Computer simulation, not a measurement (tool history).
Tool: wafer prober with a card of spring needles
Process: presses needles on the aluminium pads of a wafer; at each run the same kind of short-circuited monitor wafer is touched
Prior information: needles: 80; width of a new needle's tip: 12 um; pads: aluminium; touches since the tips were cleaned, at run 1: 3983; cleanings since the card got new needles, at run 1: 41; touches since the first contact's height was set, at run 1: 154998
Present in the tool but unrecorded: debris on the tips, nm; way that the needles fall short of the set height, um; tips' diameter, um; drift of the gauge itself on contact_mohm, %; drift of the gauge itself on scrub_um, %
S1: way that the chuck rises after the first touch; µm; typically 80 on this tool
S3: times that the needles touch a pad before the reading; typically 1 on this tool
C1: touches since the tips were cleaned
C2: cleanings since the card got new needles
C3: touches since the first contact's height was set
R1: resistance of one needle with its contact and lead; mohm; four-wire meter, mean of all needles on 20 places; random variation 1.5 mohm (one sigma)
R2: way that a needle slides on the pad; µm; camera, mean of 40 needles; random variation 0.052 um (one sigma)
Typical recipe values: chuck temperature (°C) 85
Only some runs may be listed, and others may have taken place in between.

run 1 hour=0 | S1=80 chuck_temperature_(°C)=85 S3=1 | C1=3983 C2=41 C3=154998 | R1=163 R2=21.43
-- hour=1.7 height of the first contact set anew
-- hour=5.6 tips cleaned on abrasive film
-- hour=19.8 tips cleaned on abrasive film
run 2 hour=20.1 | S1=80 chuck_temperature_(°C)=85 S3=1 | C1=157 C2=43 C3=8556 | R1=152 R2=22.01
run 3 hour=31.1 | S1=80 chuck_temperature_(°C)=91 S3=1 | C1=5319 C2=43 C3=13718 | R1=174 R2=22.01
-- hour=33.7 tips cleaned on abrasive film
-- hour=47.9 tips cleaned on abrasive film
run 4 hour=51.5 | S1=80 chuck_temperature_(°C)=91 S3=1 | C1=1720 C2=45 C3=23227 | R1=160 R2=22.06
run 5 hour=61.1 | S1=80 chuck_temperature_(°C)=91 S3=1 | C1=6192 C2=45 C3=27699 | R1=174 R2=21.97
-- hour=62.7 tips cleaned on abrasive film
-- hour=77.2 tips cleaned on abrasive film
run 6 hour=81 | S1=80 chuck_temperature_(°C)=91 S3=1 | C1=1819 C2=47 C3=37002 | R1=158 R2=21.96
-- hour=91.2 tips cleaned on abrasive film
run 7 hour=101.9 | S1=80 chuck_temperature_(°C)=91 S3=1 | C1=5031 C2=48 C3=46740 | R1=170 R2=21.78
-- hour=105.8 tips cleaned on abrasive film
run 8 hour=115.8 | S1=98 chuck_temperature_(°C)=85 S3=1 | C1=4720 C2=49 C3=53245 | R1=159 R2=26.83
-- hour=119.7 tips cleaned on abrasive film
-- hour=124.5 tips cleaned on abrasive film, once more
run 9 hour=125.2 | S1=98 chuck_temperature_(°C)=85 S3=1 | C1=352 C2=51 C3=57580 | R1=145 R2=26.8
-- hour=138.7 tips cleaned on abrasive film
run 10 hour=141.4 | S1=80 chuck_temperature_(°C)=27 S3=1 | C1=1255 C2=52 C3=65131 | R1=147 R2=21.72
-- hour=153.1 tips cleaned on abrasive film
run 11 hour=161.8 | S1=80 chuck_temperature_(°C)=92 S3=1 | C1=4058 C2=53 C3=74654 | R1=169 R2=21.71
-- hour=166.9 tips cleaned on abrasive film
run 12 hour=179 | S1=80 chuck_temperature_(°C)=92 S3=1 | C1=5666 C2=54 C3=82704 | R1=176 R2=21.69
-- hour=182.2 tips cleaned on abrasive film
-- hour=195.9 tips cleaned on abrasive film
run 13 hour=196.4 | S1=80 chuck_temperature_(°C)=85 S3=1 | C1=209 C2=56 C3=90762 | R1=151 R2=21.59
-- hour=211.5 tips cleaned on abrasive film
run 14 hour=214.4 | S1=80 chuck_temperature_(°C)=85 S3=1 | C1=1365 C2=57 C3=99206 | R1=157 R2=21.56
-- hour=225.8 tips cleaned on abrasive film
run 15 hour=229.4 | S1=75 chuck_temperature_(°C)=85 S3=1 | C1=1710 C2=58 C3=106218 | R1=162 R2=20.13
-- hour=240.8 tips cleaned on abrasive film
run 16 hour=245 | S1=80 chuck_temperature_(°C)=85 S3=2 | C1=1978 C2=59 C3=113463 | R1=154 R2=21.57
-- hour=256.1 tips cleaned on abrasive film
run 17 hour=261.9 | S1=97 chuck_temperature_(°C)=54 S3=1 | C1=2703 C2=60 C3=121359 | R1=155 R2=26.23
-- hour=269.9 tips cleaned on abrasive film
run 18 hour=278.9 | S1=84 chuck_temperature_(°C)=87 S3=2 | C1=4217 C2=61 C3=129303 | R1=163 R2=22.5
-- hour=283.7 tips cleaned on abrasive film
-- hour=297.5 tips cleaned on abrasive film
run 19 hour=297.5 | S1=98 chuck_temperature_(°C)=85 S3=1 | C1=0 C2=63 C3=137951 | R1=147 R2=26.29
-- hour=311.3 tips cleaned on abrasive film
run 20 hour=312.4 | S1=99 chuck_temperature_(°C)=85 S3=3 | C1=512 C2=64 C3=144914 | R1=144 R2=26.64
-- hour=325.6 tips cleaned on abrasive film
run 21 hour=330.4 | S1=99 chuck_temperature_(°C)=39 S3=2 | C1=2248 C2=65 C3=153310 | R1=142 R2=26.59
-- hour=337 height of the first contact set anew
-- hour=340 tips cleaned on abrasive film
run 22 hour=345 | S1=84 chuck_temperature_(°C)=37 S3=1 | C1=2345 C2=66 C3=3714 | R1=154 R2=23.01
-- hour=354.1 tips cleaned on abrasive film
run 23 hour=362.9 | S1=87 chuck_temperature_(°C)=89 S3=3 | C1=4136 C2=67 C3=12117 | R1=154 R2=23.81
-- hour=368.1 tips cleaned on abrasive film
run 24 hour=379 | S1=91 chuck_temperature_(°C)=88 S3=1 | C1=5140 C2=68 C3=19612 | R1=169 R2=24.9
-- hour=381.9 tips cleaned on abrasive film
run 25 hour=393.4 | S1=97 chuck_temperature_(°C)=58 S3=2 | C1=5391 C2=69 C3=26339 | R1=152 R2=26.57
-- hour=396.6 tips cleaned on abrasive film
-- hour=411 tips cleaned on abrasive film
run 26 hour=414.4 | S1=80 chuck_temperature_(°C)=63 S3=1 | C1=1608 C2=71 C3=36120 | R1=158 R2=21.89
-- hour=425.1 tips cleaned on abrasive film
run 27 hour=426.4 | S1=80 chuck_temperature_(°C)=69 S3=2 | C1=644 C2=72 C3=41719 | R1=150 R2=21.87
run 28 hour=436.4 | S1=80 chuck_temperature_(°C)=69 S3=2 | C1=5336 C2=72 C3=46411 | R1=161 R2=21.78
-- hour=439.1 tips cleaned on abrasive film
-- hour=452.9 tips cleaned on abrasive film
run 29 hour=453.1 | S1=80 chuck_temperature_(°C)=69 S3=2 | C1=105 C2=74 C3=54158 | R1=147 R2=21.74
-- hour=466.5 tips cleaned on abrasive film
run 30 hour=473.5 | S1=60 chuck_temperature_(°C)=85 S3=3 | C1=3267 C2=75 C3=63682 | R1=163 R2=16.2
-- hour=481.5 tips cleaned on abrasive film
run 31 hour=488 | S1=62 chuck_temperature_(°C)=26 S3=2 | C1=3033 C2=76 C3=70439 | R1=158 R2=16.71
-- hour=496.1 tips cleaned on abrasive film
run 32 hour=505.9 | S1=93 chuck_temperature_(°C)=28 S3=1 | C1=4626 C2=77 C3=78834 | R1=155 R2=25.27

Branching from run 32: 4 alternative next runs. What would each branch give?
-- hour=509.9 tips cleaned on abrasive film
-- hour=524.3 tips cleaned on abrasive film
run A hour=528.2 | S1=65 chuck_temperature_(°C)=45 S3=1 | C1=1837 C2=79 C3=89218 | R1=? R2=?
-- hour=509.9 tips cleaned on abrasive film
-- hour=524.3 tips cleaned on abrasive film
run B hour=528.2 | S1=95 chuck_temperature_(°C)=28 S3=1 | C1=1837 C2=79 C3=89218 | R1=? R2=?
-- hour=509.9 tips cleaned on abrasive film
-- hour=524.3 tips cleaned on abrasive film
run C hour=528.2 | S1=85 chuck_temperature_(°C)=31 S3=3 | C1=1837 C2=79 C3=89218 | R1=? R2=?
-- hour=509.9 tips cleaned on abrasive film
-- hour=524.3 tips cleaned on abrasive film
run D hour=528.2 | S1=80 chuck_temperature_(°C)=45 S3=3 | C1=1837 C2=79 C3=89218 | R1=? R2=?

run=A R1=168 R2=17.46
run=B R1=149 R2=25.83
run=C R1=144 R2=22.97
run=D R1=148 R2=21.69
Had the tool no hidden state, the same runs would have come out as:
run=A R1=142 R2=17.88
run=B R1=134 R2=26.24
run=C R1=137 R2=23.38
run=D R1=140 R2=22.11
